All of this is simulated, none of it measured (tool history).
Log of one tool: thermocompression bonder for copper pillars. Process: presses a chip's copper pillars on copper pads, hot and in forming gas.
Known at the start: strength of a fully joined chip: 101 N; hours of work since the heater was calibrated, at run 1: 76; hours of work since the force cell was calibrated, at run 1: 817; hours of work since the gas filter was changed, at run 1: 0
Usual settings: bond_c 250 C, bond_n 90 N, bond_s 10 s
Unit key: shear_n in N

run     day  bond_c  bond_n  bond_s  hours of work since the heater was calibrated  hours of work since the force cell was calibrated  hours of work since the gas filter was changed  shear_n
  1       0     250      90      10                                             76                                                817                                               0     55.2
  2   0.808     250      90      10                                             89                                                829                                              12     54.6
  3   1.875     250      90      10                                            105                                                845                                              28     54.6
  4   3.138     250      90      15                                            124                                                864                                              47     62.2
  5     4.5     250      90      10                                            144                                                885                                              68       55
  6   5.979     250      90      10                                            166                                                907                                              90     54.9
  7   6.721     250      90      10                                            177                                                918                                             101     54.7
  8   7.596     250      90      10                                            191                                                931                                             114     54.8
  9   8.996     250      90      10                                            212                                                952                                             135     54.3
 10  10.475     250      90      10                                            234                                                975                                             158     54.3
 11  11.567     250      90      10                                            250                                                991                                             174     54.2
 12  12.483     250     125      10                                            264                                               1005                                             188     63.8
 13  13.504     250      90      10                                            279                                               1020                                             203       54
 14  14.971     250      90      10                                            302                                               1042                                             225       54
 15  15.983     250     104      10                                            317                                               1057                                             240     57.8
 16  17.333     250     104      10                                            337                                               1078                                             261     57.7
 17  18.333     263      90      10                                            352                                               1093                                             276     60.4
 18  19.092     250      90      10                                            364                                               1104                                             287     53.8
 19  19.775     250      90      10                                            374                                               1114                                             297     53.6
 20  21.208     250      90      10                                            395                                               1136                                             319       53
 21  22.233     250      90      10                                            411                                               1151                                             334     53.6
 22  23.171     221     113      12                                            425                                               1165                                             349     46.6
     23.333  -- heater calibrated with a thermocouple chip
 23  24.292     221     113      12                                             14                                               1181                                             364     46.2
 24   24.95     250      59       9                                             24                                               1191                                             374       40
     25.604  -- heater calibrated with a thermocouple chip, once more
     26.271  -- forming gas filter changed
 25  26.454     250      59       9                                             13                                               1212                                               3     41.4
 26  27.871     230      58      23                                             34                                               1233                                              24       46
 27  29.083     230      58      23                                             52                                               1252                                              42     46.2
 28  30.425     232      90      10                                             72                                               1272                                              62     44.6
 29  31.804     232      90      10                                             93                                               1292                                              83     44.6
 30  32.667     232      90      10                                            106                                               1305                                              96     44.5
 31  33.512     243     113       6                                            119                                               1318                                             109     47.9
 32  34.758     225      60      11                                            137                                               1337                                             128       33
 33  35.962     225      76      11                                            155                                               1355                                             146     38.2
 34  37.292     250     105      29                                            175                                               1375                                             166     77.4
 35  38.488     250     105      29                                            193                                               1393                                             184     77.1
 36  39.329     250     105      29                                            206                                               1406                                             196     77.3
 37  40.121     250      72       9                                            218                                               1418                                             208     45.7
 38  41.308     270     114      15                                            236                                               1435                                             226     78.3
 39  42.458     222      57      25                                            253                                               1453                                             243     41.6
 40    43.1     265     106      25                                            263                                               1462                                             253     81.5
 41  43.812     250     113      28                                            274                                               1473                                             264     77.8

Forecast each of these 3 alternatives for the next run:
  A  45.296     248     122      29                                            296                                               1495                                             286        ?
  B  45.296     259      88      26                                            296                                               1495                                             286        ?
  C  45.296     250     102      28                                            296                                               1495                                             286        ?

run  shear_n
  A     79.2
  B     74.5
  C       75
With no hidden state in the tool, these same runs would have given:
run  shear_n
  A     81.2
  B     76.3
  C     76.9
